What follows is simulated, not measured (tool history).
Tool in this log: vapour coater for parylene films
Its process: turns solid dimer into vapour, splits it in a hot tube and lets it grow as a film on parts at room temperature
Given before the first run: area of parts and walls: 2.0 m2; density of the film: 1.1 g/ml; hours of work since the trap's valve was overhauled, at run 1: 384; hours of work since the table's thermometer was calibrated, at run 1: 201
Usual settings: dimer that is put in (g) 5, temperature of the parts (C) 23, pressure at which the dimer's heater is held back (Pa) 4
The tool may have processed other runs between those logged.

run	day	dimer that is put in (g)	temperature of the parts (C)	pressure at which the dimer's heater is held back (Pa)	hours of work since the trap's valve was overhauled	hours of work since the table's thermometer was calibrated	thickness of the film (um)
1	0	5	23	4	384	201	1.09
2	0.929	3	23	4	396	214	0.65
3	2.033	6	23	4	411	228	1.28
4	3.292	6	23	4	428	245	1.29
5	4.046	6	23	4	438	255	1.28
6	4.638	6	23	4	446	263	1.3
7	5.725	5	23	3.19	460	278	1.06
# day 6.729: trap's valve overhauled
8	6.896	5	23	3.19	2	291	1.25
9	7.929	3	23	4	16	305	0.73
10	9.054	3	23	4	31	320	0.72
11	10.017	3	23	4	44	333	0.71
12	10.721	5	23	4	53	342	1.21
13	11.971	5	23	11.5	70	359	1.04
14	12.55	5	23	11.5	78	367	1.03
15	13.204	5	23	11.5	86	375	1.04
16	13.746	5	23	11.5	94	383	1.03
17	14.262	5	23	11.5	101	390	1.04
18	15.062	5	23	4.3	111	400	1.16
19	15.704	5	23	4	120	409	1.18
20	16.608	5	23	4	132	421	1.16
21	17.392	5	23	4	142	431	1.15
22	18.542	5	23	4	158	447	1.17
23	19.354	8	23	4	169	458	1.85
24	20.258	5	15	4	181	470	1.45
25	20.804	5	15	3.39	188	477	1.48
26	21.904	4	15	2.12	203	492	1.26
27	22.604	4	15	2.12	212	501	1.24
28	23.412	3	20	5.52	223	512	0.74
29	24.329	2	23	4.35	235	524	0.45
30	25.15	2	23	4.35	246	535	0.43
31	26.033	2	23	4.35	258	547	0.45
32	26.854	5	22	5.3	269	558	1.11
33	28.083	5	23	2.93	285	574	1.14
34	28.842	6	18	2	295	584	1.67
35	29.633	5	23	2.76	306	595	1.16
36	30.162	5	23	2.76	313	602	1.15
37	30.929	8	23	6.78	323	612	1.65
38	31.667	5	21	7.38	333	622	1.07
39	32.833	5	23	2.4	349	638	1.18
40	33.533	4	31	11.67	358	647	0.61
41	34.217	6	29	3.1	367	656	1.13
42	35.412	4	28	3.6	383	672	0.76
43	36.083	4	28	3.6	392	681	0.75
44	37.212	5	33	4.27	407	696	0.82
45	38.488	5	33	4.21	424	713	0.78
46	39.333	6	33	2.72	435	724	1.02

4 ways to go on from here, each from the tool as it stands after run 46. What would each give?
A	40.471	5	23	9.46	451	740	?
B	40.471	3	33	4.9	451	740	?
C	40.471	3	23	4	451	740	?
D	40.471	6	17	2.72	451	740	?

run	thickness of the film (um)
A	0.96
B	0.47
C	0.63
D	1.57
With the hidden condition removed and each run's random variation left untouched, the same runs would have given:
run	thickness of the film (um)
A	1.12
B	0.55
C	0.74
D	1.84
